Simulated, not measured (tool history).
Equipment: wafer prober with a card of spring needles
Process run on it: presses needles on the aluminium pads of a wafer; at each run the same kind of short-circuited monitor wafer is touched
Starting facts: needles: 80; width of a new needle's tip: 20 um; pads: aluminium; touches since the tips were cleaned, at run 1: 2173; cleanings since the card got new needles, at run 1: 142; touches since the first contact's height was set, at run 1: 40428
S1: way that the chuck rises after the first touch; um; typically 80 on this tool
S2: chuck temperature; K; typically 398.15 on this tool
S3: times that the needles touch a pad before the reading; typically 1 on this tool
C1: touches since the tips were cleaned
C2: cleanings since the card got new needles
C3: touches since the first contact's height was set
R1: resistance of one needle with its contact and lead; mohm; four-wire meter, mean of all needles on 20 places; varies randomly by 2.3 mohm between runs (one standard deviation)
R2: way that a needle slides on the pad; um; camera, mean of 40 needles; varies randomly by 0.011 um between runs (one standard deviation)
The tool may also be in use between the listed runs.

run 1 hour=0.0 | S1=80 S2=398.15 S3=1 | C1=2173 C2=142 C3=40428 | R1=432 R2=10.07
-- hour=4.3 tips cleaned on abrasive film
-- hour=14.7 tips cleaned on abrasive film
run 2 hour=21.8 | S1=80 S2=398.15 S3=1 | C1=3119 C2=144 C3=49939 | R1=455 R2=10.05
-- hour=24.0 tips cleaned on abrasive film
-- hour=34.7 tips cleaned on abrasive film
-- hour=45.4 tips cleaned on abrasive film
-- hour=55.7 tips cleaned on abrasive film
-- hour=58.2 height of the first contact set anew
run 3 hour=63.8 | S1=80 S2=398.15 S3=1 | C1=3414 C2=148 C3=2481 | R1=482 R2=10.17
-- hour=66.0 tips cleaned on abrasive film
-- hour=76.5 tips cleaned on abrasive film
-- hour=86.9 tips cleaned on abrasive film
-- hour=97.5 tips cleaned on abrasive film
run 4 hour=98.5 | S1=80 S2=313.15 S3=1 | C1=428 C2=152 C3=17590 | R1=307 R2=10.11
-- hour=106.4 tips cleaned on abrasive film
-- hour=117.0 tips cleaned on abrasive film
-- hour=125.6 tips cleaned on abrasive film
-- hour=136.2 tips cleaned on abrasive film
run 5 hour=140.2 | S1=80 S2=313.15 S3=1 | C1=1768 C2=156 C3=35803 | R1=393 R2=10.07
-- hour=146.5 tips cleaned on abrasive film
-- hour=157.2 tips cleaned on abrasive film
-- hour=167.9 tips cleaned on abrasive film
run 6 hour=168.3 | S1=80 S2=313.15 S3=1 | C1=175 C2=159 C3=48064 | R1=293 R2=10.05
-- hour=176.8 tips cleaned on abrasive film
-- hour=187.3 tips cleaned on abrasive film
-- hour=197.8 tips cleaned on abrasive film
run 7 hour=204.3 | S1=80 S2=379.15 S3=2 | C1=2880 C2=162 C3=63832 | R1=391 R2=10.03
-- hour=206.6 tips cleaned on abrasive film
-- hour=208.7 height of the first contact set anew
-- hour=217.3 tips cleaned on abrasive film
-- hour=225.9 tips cleaned on abrasive film
-- hour=236.5 tips cleaned on abrasive film
run 8 hour=242.8 | S1=94 S2=318.15 S3=2 | C1=2776 C2=166 C3=14905 | R1=334 R2=11.89
-- hour=247.2 tips cleaned on abrasive film
-- hour=257.8 tips cleaned on abrasive film
-- hour=268.2 tips cleaned on abrasive film
run 9 hour=275.7 | S1=94 S2=318.15 S3=2 | C1=3281 C2=169 C3=29245 | R1=346 R2=11.90
-- hour=277.9 tips cleaned on abrasive film
-- hour=288.4 tips cleaned on abrasive film
-- hour=299.1 tips cleaned on abrasive film
-- hour=309.6 tips cleaned on abrasive film
run 10 hour=309.6 | S1=94 S2=318.15 S3=2 | C1=0 C2=173 C3=44011 | R1=253 R2=11.83
-- hour=320.0 tips cleaned on abrasive film
-- hour=330.7 tips cleaned on abrasive film
-- hour=341.3 tips cleaned on abrasive film
-- hour=350.8 tips cleaned on abrasive film
run 11 hour=350.8 | S1=97 S2=321.15 S3=1 | C1=0 C2=177 C3=62023 | R1=249 R2=12.19

Each row is a separate what-if for the run after 11, all from the same tool condition, not one after another. Results?
-- hour=359.2 height of the first contact set anew
-- hour=361.4 tips cleaned on abrasive film
-- hour=371.9 tips cleaned on abrasive film
-- hour=382.6 tips cleaned on abrasive film
run A hour=385.9 | S1=80 S2=317.15 S3=1 | C1=1448 C2=180 C3=11625 | R1=? R2=?
-- hour=359.2 height of the first contact set anew
-- hour=361.4 tips cleaned on abrasive film
-- hour=371.9 tips cleaned on abrasive film
-- hour=382.6 tips cleaned on abrasive film
run B hour=385.9 | S1=75 S2=300.15 S3=1 | C1=1448 C2=180 C3=11625 | R1=? R2=?
-- hour=359.2 height of the first contact set anew
-- hour=361.4 tips cleaned on abrasive film
-- hour=371.9 tips cleaned on abrasive film
-- hour=382.6 tips cleaned on abrasive film
run C hour=385.9 | S1=69 S2=306.15 S3=3 | C1=1448 C2=180 C3=11625 | R1=? R2=?

run=A R1=408 R2=10.13
run=B R1=433 R2=9.49
run=C R1=326 R2=8.75
What these runs would have given with no unlogged condition in the tool:
run=A R1=240 R2=10.17
run=B R1=237 R2=9.52
run=C R1=240 R2=8.79
